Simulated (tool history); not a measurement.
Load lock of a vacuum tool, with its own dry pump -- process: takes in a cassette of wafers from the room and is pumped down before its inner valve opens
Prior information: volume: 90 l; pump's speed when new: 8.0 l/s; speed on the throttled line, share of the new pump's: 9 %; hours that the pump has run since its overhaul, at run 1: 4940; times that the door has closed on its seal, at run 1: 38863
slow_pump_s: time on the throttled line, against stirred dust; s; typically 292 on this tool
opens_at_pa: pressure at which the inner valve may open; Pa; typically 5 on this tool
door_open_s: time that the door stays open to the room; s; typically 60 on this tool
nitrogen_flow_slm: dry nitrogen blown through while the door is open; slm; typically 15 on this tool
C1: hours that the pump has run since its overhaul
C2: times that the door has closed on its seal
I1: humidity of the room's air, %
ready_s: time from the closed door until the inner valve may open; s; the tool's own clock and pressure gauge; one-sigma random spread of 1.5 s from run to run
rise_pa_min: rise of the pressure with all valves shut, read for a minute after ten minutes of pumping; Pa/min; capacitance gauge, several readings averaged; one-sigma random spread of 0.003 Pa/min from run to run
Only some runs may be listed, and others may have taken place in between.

run 1 day=0 | slow_pump_s=292 opens_at_pa=5 door_open_s=60 nitrogen_flow_slm=15 | C1=4940 C2=38863 | I1=43.3 | ready_s=386.6 rise_pa_min=0.328
run 2 day=12.279 | slow_pump_s=238 opens_at_pa=5 door_open_s=60 nitrogen_flow_slm=15 | C1=5235 C2=39803 | I1=41.8 | ready_s=335.7 rise_pa_min=0.333
run 3 day=17.962 | slow_pump_s=238 opens_at_pa=5 door_open_s=60 nitrogen_flow_slm=15 | C1=5371 C2=40238 | I1=45.1 | ready_s=335.4 rise_pa_min=0.341
run 4 day=23.758 | slow_pump_s=238 opens_at_pa=5 door_open_s=60 nitrogen_flow_slm=15 | C1=5510 C2=40682 | I1=46.3 | ready_s=337.4 rise_pa_min=0.349
run 5 day=30.267 | slow_pump_s=238 opens_at_pa=5 door_open_s=60 nitrogen_flow_slm=15 | C1=5666 C2=41180 | I1=45.5 | ready_s=338.3 rise_pa_min=0.358
run 6 day=39.571 | slow_pump_s=238 opens_at_pa=5 door_open_s=60 nitrogen_flow_slm=15 | C1=5890 C2=41892 | I1=45.8 | ready_s=338 rise_pa_min=0.363
run 7 day=47.25 | slow_pump_s=292 opens_at_pa=5 door_open_s=60 nitrogen_flow_slm=7 | C1=6074 C2=42480 | I1=44.9 | ready_s=387.2 rise_pa_min=0.385
run 8 day=53.567 | slow_pump_s=292 opens_at_pa=5 door_open_s=60 nitrogen_flow_slm=7 | C1=6226 C2=42963 | I1=46.6 | ready_s=390.3 rise_pa_min=0.383
run 9 day=62.779 | slow_pump_s=292 opens_at_pa=5 door_open_s=60 nitrogen_flow_slm=7 | C1=6447 C2=43668 | I1=45.8 | ready_s=387.6 rise_pa_min=0.394
run 10 day=69.921 | slow_pump_s=292 opens_at_pa=5 door_open_s=60 nitrogen_flow_slm=7 | C1=6618 C2=44215 | I1=42.9 | ready_s=386.8 rise_pa_min=0.393
run 11 day=80.879 | slow_pump_s=428 opens_at_pa=5 door_open_s=60 nitrogen_flow_slm=15 | C1=6881 C2=45054 | I1=45.9 | ready_s=509.4 rise_pa_min=0.415
run 12 day=89.483 | slow_pump_s=292 opens_at_pa=5 door_open_s=60 nitrogen_flow_slm=15 | C1=7088 C2=45712 | I1=45.3 | ready_s=390.9 rise_pa_min=0.424
run 13 day=98.042 | slow_pump_s=292 opens_at_pa=7 door_open_s=60 nitrogen_flow_slm=15 | C1=7293 C2=46368 | I1=42.1 | ready_s=381.9 rise_pa_min=0.431
run 14 day=107.708 | slow_pump_s=292 opens_at_pa=7 door_open_s=60 nitrogen_flow_slm=15 | C1=7525 C2=47107 | I1=44.4 | ready_s=386.6 rise_pa_min=0.436
run 15 day=117.204 | slow_pump_s=292 opens_at_pa=7 door_open_s=60 nitrogen_flow_slm=15 | C1=7753 C2=47834 | I1=48.1 | ready_s=386.2 rise_pa_min=0.45
run 16 day=123.096 | slow_pump_s=292 opens_at_pa=7 door_open_s=60 nitrogen_flow_slm=15 | C1=7894 C2=48285 | I1=43.9 | ready_s=386.3 rise_pa_min=0.461
run 17 day=134.846 | slow_pump_s=292 opens_at_pa=7 door_open_s=60 nitrogen_flow_slm=15 | C1=8176 C2=49184 | I1=45 | ready_s=384.8 rise_pa_min=0.482
run 18 day=142.279 | slow_pump_s=292 opens_at_pa=7 door_open_s=60 nitrogen_flow_slm=15 | C1=8355 C2=49754 | I1=44.3 | ready_s=385.9 rise_pa_min=0.477
run 19 day=153.308 | slow_pump_s=292 opens_at_pa=5 door_open_s=60 nitrogen_flow_slm=15 | C1=8619 C2=50598 | I1=45.7 | ready_s=390.3 rise_pa_min=0.489

Predict the results of run 20:
run 20 day=159.95 | slow_pump_s=225 opens_at_pa=7 door_open_s=103 nitrogen_flow_slm=26 | C1=8779 C2=51106 | I1=46.5 | ready_s=? rise_pa_min=?

Run 20 produced ready_s 328 s, rise_pa_min 0.504 Pa/min.
Were there no unlogged condition in the tool, this run, its random variation unchanged, would have produced ready_s 313.6 s, rise_pa_min 0.012 Pa/min.

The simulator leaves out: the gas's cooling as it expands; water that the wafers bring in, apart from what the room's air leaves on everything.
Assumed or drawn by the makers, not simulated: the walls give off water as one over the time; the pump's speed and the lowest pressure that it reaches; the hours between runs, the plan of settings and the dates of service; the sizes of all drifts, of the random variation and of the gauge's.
